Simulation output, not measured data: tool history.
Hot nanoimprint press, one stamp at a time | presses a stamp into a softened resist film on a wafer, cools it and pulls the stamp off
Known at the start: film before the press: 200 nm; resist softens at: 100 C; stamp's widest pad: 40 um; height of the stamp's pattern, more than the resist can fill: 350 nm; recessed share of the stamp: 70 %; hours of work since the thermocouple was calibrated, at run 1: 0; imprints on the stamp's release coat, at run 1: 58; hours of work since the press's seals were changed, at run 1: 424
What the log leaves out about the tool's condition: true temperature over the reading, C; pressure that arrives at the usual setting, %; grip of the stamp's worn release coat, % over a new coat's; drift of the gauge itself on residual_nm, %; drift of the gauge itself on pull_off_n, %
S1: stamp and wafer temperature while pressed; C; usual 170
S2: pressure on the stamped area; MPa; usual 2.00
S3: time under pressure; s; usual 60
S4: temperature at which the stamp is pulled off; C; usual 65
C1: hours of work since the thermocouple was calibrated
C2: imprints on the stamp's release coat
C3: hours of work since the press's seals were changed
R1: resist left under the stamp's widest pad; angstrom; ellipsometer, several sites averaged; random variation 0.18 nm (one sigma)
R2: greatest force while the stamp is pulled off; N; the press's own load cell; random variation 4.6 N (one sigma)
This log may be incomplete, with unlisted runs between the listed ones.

run 1 hour=0.0 | S1=170 S2=2.00 S3=60 S4=65 | C1=0 C2=58 C3=424 | R1=843 R2=221
run 2 hour=13.9 | S1=170 S2=2.00 S3=103 S4=65 | C1=9 C2=99 C3=433 | R1=675 R2=225
run 3 hour=22.6 | S1=170 S2=1.88 S3=60 S4=65 | C1=14 C2=125 C3=438 | R1=867 R2=235
run 4 hour=37.0 | S1=170 S2=2.54 S3=60 S4=65 | C1=23 C2=167 C3=447 | R1=760 R2=229
run 5 hour=53.3 | S1=170 S2=2.54 S3=60 S4=65 | C1=33 C2=215 C3=457 | R1=754 R2=233
run 6 hour=69.6 | S1=170 S2=2.54 S3=60 S4=65 | C1=43 C2=263 C3=467 | R1=756 R2=236
run 7 hour=78.9 | S1=170 S2=2.00 S3=60 S4=65 | C1=48 C2=291 C3=473 | R1=839 R2=234
run 8 hour=87.1 | S1=170 S2=2.00 S3=32 S4=65 | C1=53 C2=315 C3=478 | R1=1058 R2=237
run 9 hour=98.0 | S1=182 S2=2.00 S3=32 S4=65 | C1=60 C2=347 C3=484 | R1=674 R2=229
run 10 hour=107.5 | S1=182 S2=2.00 S3=32 S4=65 | C1=66 C2=375 C3=490 | R1=674 R2=237
run 11 hour=116.4 | S1=182 S2=2.00 S3=70 S4=65 | C1=71 C2=401 C3=496 | R1=478 R2=235
run 12 hour=125.8 | S1=170 S2=2.00 S3=60 S4=65 | C1=77 C2=429 C3=501 | R1=835 R2=244
run 13 hour=137.7 | S1=170 S2=2.00 S3=60 S4=65 | C1=84 C2=464 C3=509 | R1=837 R2=240
run 14 hour=146.8 | S1=170 S2=2.00 S3=84 S4=65 | C1=90 C2=491 C3=514 | R1=727 R2=248
run 15 hour=161.0 | S1=170 S2=2.00 S3=84 S4=65 | C1=99 C2=532 C3=523 | R1=727 R2=250
run 16 hour=169.0 | S1=167 S2=1.30 S3=33 S4=65 | C1=104 C2=556 C3=528 | R1=1334 R2=262
run 17 hour=184.4 | S1=170 S2=2.00 S3=95 S4=57 | C1=113 C2=601 C3=537 | R1=687 R2=301
run 18 hour=196.7 | S1=176 S2=2.63 S3=43 S4=56 | C1=121 C2=638 C3=545 | R1=661 R2=315
run 19 hour=206.9 | S1=176 S2=2.63 S3=43 S4=56 | C1=127 C2=668 C3=551 | R1=658 R2=329
run 20 hour=222.4 | S1=170 S2=2.94 S3=60 S4=65 | C1=136 C2=713 C3=561 | R1=701 R2=257
run 21 hour=234.9 | S1=170 S2=2.94 S3=60 S4=65 | C1=144 C2=750 C3=568 | R1=699 R2=253
run 22 hour=245.9 | S1=170 S2=1.95 S3=65 S4=65 | C1=151 C2=782 C3=575 | R1=811 R2=259
run 23 hour=260.2 | S1=170 S2=2.00 S3=60 S4=65 | C1=160 C2=824 C3=584 | R1=829 R2=255
run 24 hour=275.1 | S1=166 S2=2.14 S3=71 S4=51 | C1=169 C2=868 C3=593 | R1=891 R2=365
run 25 hour=288.9 | S1=166 S2=2.14 S3=71 S4=51 | C1=177 C2=909 C3=601 | R1=888 R2=386
run 26 hour=301.0 | S1=175 S2=2.89 S3=102 S4=59 | C1=185 C2=944 C3=609 | R1=446 R2=311
run 27 hour=308.8 | S1=170 S2=2.82 S3=60 S4=65 | C1=189 C2=967 C3=614 | R1=707 R2=272
run 28 hour=325.4 | S1=170 S2=2.82 S3=60 S4=65 | C1=200 C2=1016 C3=624 | R1=711 R2=281
run 29 hour=336.6 | S1=166 S2=2.82 S3=32 S4=65 | C1=207 C2=1049 C3=631 | R1=1068 R2=284

Alternative continuations, all from the tool just after run 29; predict every row:
run A hour=343.9 | S1=170 S2=2.00 S3=60 S4=69 | C1=211 C2=1071 C3=635 | R1=? R2=?
run B hour=343.9 | S1=170 S2=2.00 S3=38 S4=65 | C1=211 C2=1071 C3=635 | R1=? R2=?
run C hour=343.9 | S1=170 S2=2.76 S3=60 S4=54 | C1=211 C2=1071 C3=635 | R1=? R2=?
run D hour=343.9 | S1=161 S2=2.00 S3=60 S4=65 | C1=211 C2=1071 C3=635 | R1=? R2=?
run E hour=343.9 | S1=166 S2=2.82 S3=32 S4=67 | C1=211 C2=1071 C3=635 | R1=? R2=?

run=A R1=819 R2=239
run=B R1=981 R2=283
run=C R1=713 R2=365
run=D R1=1183 R2=263
run=E R1=1065 R2=260
Had the tool no hidden state, the same runs would have come out as:
run=A R1=832 R2=193
run=B R1=995 R2=229
run=C R1=718 R2=292
run=D R1=1204 R2=212
run=E R1=1073 R2=210

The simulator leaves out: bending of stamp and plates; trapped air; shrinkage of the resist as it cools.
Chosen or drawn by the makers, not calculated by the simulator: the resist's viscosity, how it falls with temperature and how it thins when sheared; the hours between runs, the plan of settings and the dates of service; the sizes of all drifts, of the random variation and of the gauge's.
